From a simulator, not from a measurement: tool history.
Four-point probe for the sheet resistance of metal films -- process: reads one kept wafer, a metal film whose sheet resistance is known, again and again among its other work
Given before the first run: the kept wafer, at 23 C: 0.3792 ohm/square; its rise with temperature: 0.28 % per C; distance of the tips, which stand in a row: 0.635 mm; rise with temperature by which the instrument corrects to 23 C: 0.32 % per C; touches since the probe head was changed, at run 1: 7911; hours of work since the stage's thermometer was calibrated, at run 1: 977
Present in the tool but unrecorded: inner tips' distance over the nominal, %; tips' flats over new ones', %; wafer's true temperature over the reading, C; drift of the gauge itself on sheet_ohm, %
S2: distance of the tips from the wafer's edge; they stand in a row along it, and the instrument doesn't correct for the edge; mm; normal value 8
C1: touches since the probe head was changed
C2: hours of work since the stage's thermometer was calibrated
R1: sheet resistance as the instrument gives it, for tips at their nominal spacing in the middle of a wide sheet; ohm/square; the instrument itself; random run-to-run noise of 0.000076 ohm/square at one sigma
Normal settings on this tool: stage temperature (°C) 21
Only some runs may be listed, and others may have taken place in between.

run 1 hour=0 | stage_temperature_(°C)=21 S2=8 | C1=7911 C2=977 | R1=0.379316
run 2 hour=12.4 | stage_temperature_(°C)=21 S2=5 | C1=8096 C2=986 | R1=0.381191
run 3 hour=25.6 | stage_temperature_(°C)=18 S2=5 | C1=8291 C2=996 | R1=0.381859
run 4 hour=48.2 | stage_temperature_(°C)=18 S2=5 | C1=8627 C2=1013 | R1=0.381793
run 5 hour=72.5 | stage_temperature_(°C)=18 S2=5 | C1=8988 C2=1030 | R1=0.381726
-- hour=74.5 stage's thermometer calibrated
run 6 hour=95.6 | stage_temperature_(°C)=18 S2=5 | C1=9324 C2=16 | R1=0.381855
run 7 hour=113.6 | stage_temperature_(°C)=21 S2=21 | C1=9591 C2=29 | R1=0.378392
run 8 hour=135.8 | stage_temperature_(°C)=21 S2=21 | C1=9921 C2=45 | R1=0.378377
run 9 hour=156.6 | stage_temperature_(°C)=21 S2=21 | C1=10229 C2=60 | R1=0.378332
run 10 hour=169.6 | stage_temperature_(°C)=29 S2=12 | C1=10422 C2=70 | R1=0.377676
run 11 hour=189 | stage_temperature_(°C)=29 S2=12 | C1=10710 C2=84 | R1=0.377735
run 12 hour=206.5 | stage_temperature_(°C)=29 S2=12 | C1=10970 C2=97 | R1=0.377657
-- hour=221 stage's thermometer calibrated, once more
run 13 hour=228.4 | stage_temperature_(°C)=22 S2=5 | C1=11289 C2=5 | R1=0.38087
run 14 hour=248.4 | stage_temperature_(°C)=22 S2=5 | C1=11586 C2=20 | R1=0.38074
run 15 hour=261.5 | stage_temperature_(°C)=35 S2=42 | C1=11780 C2=30 | R1=0.375588
run 16 hour=284.9 | stage_temperature_(°C)=32 S2=21 | C1=12127 C2=47 | R1=0.37629

Each row is a separate what-if for the run after 16, all from the same tool condition, not one after another. Results?
run A hour=300.3 | stage_temperature_(°C)=20 S2=17 | C1=12357 C2=58 | R1=?
run B hour=300.3 | stage_temperature_(°C)=32 S2=53 | C1=12357 C2=58 | R1=?
run C hour=300.3 | stage_temperature_(°C)=22 S2=70 | C1=12357 C2=58 | R1=?

run=A R1=0.378022
run=B R1=0.376099
run=C R1=0.377615
With the hidden condition removed and each run's random variation left untouched, the same runs would have given:
run=A R1=0.379874
run=B R1=0.377942
run=C R1=0.379465
